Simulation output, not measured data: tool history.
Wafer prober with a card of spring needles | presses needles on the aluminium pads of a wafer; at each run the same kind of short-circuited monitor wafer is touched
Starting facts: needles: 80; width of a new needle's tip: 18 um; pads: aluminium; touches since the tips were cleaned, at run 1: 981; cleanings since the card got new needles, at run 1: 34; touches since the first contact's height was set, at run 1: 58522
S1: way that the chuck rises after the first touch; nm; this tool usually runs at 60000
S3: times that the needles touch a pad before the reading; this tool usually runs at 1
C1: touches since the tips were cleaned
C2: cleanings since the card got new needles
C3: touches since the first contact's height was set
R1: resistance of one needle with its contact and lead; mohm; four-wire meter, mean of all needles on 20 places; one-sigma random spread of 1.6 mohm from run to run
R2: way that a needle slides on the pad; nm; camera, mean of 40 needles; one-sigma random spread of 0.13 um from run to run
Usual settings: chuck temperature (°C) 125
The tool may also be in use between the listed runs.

run 1 day=0 | S1=60000 chuck_temperature_(°C)=125 S3=1 | C1=981 C2=34 C3=58522 | R1=196 R2=10560
-- day=0.096 tips cleaned on abrasive film
run 2 day=0.196 | S1=60000 chuck_temperature_(°C)=58 S3=1 | C1=603 C2=35 C3=59688 | R1=259 R2=10410
-- day=0.354 tips cleaned on abrasive film
run 3 day=0.412 | S1=60000 chuck_temperature_(°C)=58 S3=1 | C1=358 C2=36 C3=60974 | R1=185 R2=10120
-- day=0.638 tips cleaned on abrasive film
run 4 day=0.688 | S1=60000 chuck_temperature_(°C)=58 S3=1 | C1=322 C2=37 C3=62640 | R1=173 R2=10410
-- day=0.892 tips cleaned on abrasive film
run 5 day=0.892 | S1=60000 chuck_temperature_(°C)=125 S3=1 | C1=11 C2=38 C3=63855 | R1=168 R2=10340
run 6 day=1.112 | S1=60000 chuck_temperature_(°C)=125 S3=1 | C1=1356 C2=38 C3=65200 | R1=216 R2=10400
-- day=1.175 tips cleaned on abrasive film
-- day=1.454 tips cleaned on abrasive film
run 7 day=1.504 | S1=45000 chuck_temperature_(°C)=125 S3=1 | C1=318 C2=40 C3=67529 | R1=202 R2=7710
-- day=1.721 tips cleaned on abrasive film
run 8 day=1.867 | S1=45000 chuck_temperature_(°C)=125 S3=1 | C1=875 C2=41 C3=69695 | R1=242 R2=7270
-- day=1.983 tips cleaned on abrasive film
-- day=2.246 tips cleaned on abrasive film
run 9 day=2.338 | S1=60000 chuck_temperature_(°C)=125 S3=1 | C1=559 C2=43 C3=72524 | R1=195 R2=10320
-- day=2.517 tips cleaned on abrasive film
run 10 day=2.65 | S1=60000 chuck_temperature_(°C)=125 S3=1 | C1=805 C2=44 C3=74385 | R1=201 R2=10260
-- day=2.779 tips cleaned on abrasive film, once more
-- day=3.038 tips cleaned on abrasive film
run 11 day=3.067 | S1=60000 chuck_temperature_(°C)=109 S3=2 | C1=164 C2=46 C3=76869 | R1=170 R2=10140
-- day=3.317 tips cleaned on abrasive film
run 12 day=3.392 | S1=54000 chuck_temperature_(°C)=87 S3=1 | C1=473 C2=47 C3=78841 | R1=189 R2=8930
-- day=3.588 tips cleaned on abrasive film
run 13 day=3.742 | S1=43000 chuck_temperature_(°C)=87 S3=2 | C1=933 C2=48 C3=80925 | R1=219 R2=6910
-- day=3.871 tips cleaned on abrasive film
run 14 day=4.121 | S1=63000 chuck_temperature_(°C)=37 S3=2 | C1=1522 C2=49 C3=83213 | R1=186 R2=10590
-- day=4.154 tips cleaned on abrasive film
-- day=4.421 tips cleaned on abrasive film
run 15 day=4.596 | S1=63000 chuck_temperature_(°C)=37 S3=2 | C1=1055 C2=51 C3=86058 | R1=179 R2=10480
-- day=4.712 tips cleaned on abrasive film
-- day=4.996 tips cleaned on abrasive film
run 16 day=4.996 | S1=57000 chuck_temperature_(°C)=37 S3=2 | C1=16 C2=53 C3=88449 | R1=156 R2=9380
-- day=5.271 tips cleaned on abrasive film
run 17 day=5.275 | S1=45000 chuck_temperature_(°C)=125 S3=2 | C1=13 C2=54 C3=90109 | R1=179 R2=7520
run 18 day=5.512 | S1=57000 chuck_temperature_(°C)=70 S3=1 | C1=1474 C2=54 C3=91570 | R1=222 R2=9250
-- day=5.542 tips cleaned on abrasive film
run 19 day=5.742 | S1=49000 chuck_temperature_(°C)=28 S3=2 | C1=1216 C2=55 C3=92939 | R1=203 R2=7860
-- day=5.812 tips cleaned on abrasive film
-- day=6.088 tips cleaned on abrasive film
run 20 day=6.183 | S1=57000 chuck_temperature_(°C)=29 S3=3 | C1=584 C2=57 C3=95571 | R1=165 R2=9430

Each row is a separate what-if for the run after 20, all from the same tool condition, not one after another. Results?
-- day=6.379 tips cleaned on abrasive film
run A day=6.554 | S1=60000 chuck_temperature_(°C)=125 S3=1 | C1=1068 C2=58 C3=97792 | R1=? R2=?
-- day=6.379 tips cleaned on abrasive film
run B day=6.554 | S1=60000 chuck_temperature_(°C)=125 S3=2 | C1=1068 C2=58 C3=97792 | R1=? R2=?
-- day=6.379 tips cleaned on abrasive film
run C day=6.554 | S1=44000 chuck_temperature_(°C)=108 S3=1 | C1=1068 C2=58 C3=97792 | R1=? R2=?
-- day=6.379 tips cleaned on abrasive film
run D day=6.554 | S1=52000 chuck_temperature_(°C)=29 S3=1 | C1=1068 C2=58 C3=97792 | R1=? R2=?
-- day=6.379 tips cleaned on abrasive film
run E day=6.554 | S1=60000 chuck_temperature_(°C)=26 S3=1 | C1=1068 C2=58 C3=97792 | R1=? R2=?

run=A R1=210 R2=10140
run=B R1=195 R2=10110
run=C R1=262 R2=6710
run=D R1=225 R2=8520
run=E R1=200 R2=9890
Without the tool's unlogged condition, the same runs would have read:
run=A R1=161 R2=11470
run=B R1=163 R2=11450
run=C R1=164 R2=8030
run=D R1=149 R2=9860
run=E R1=143 R2=11220
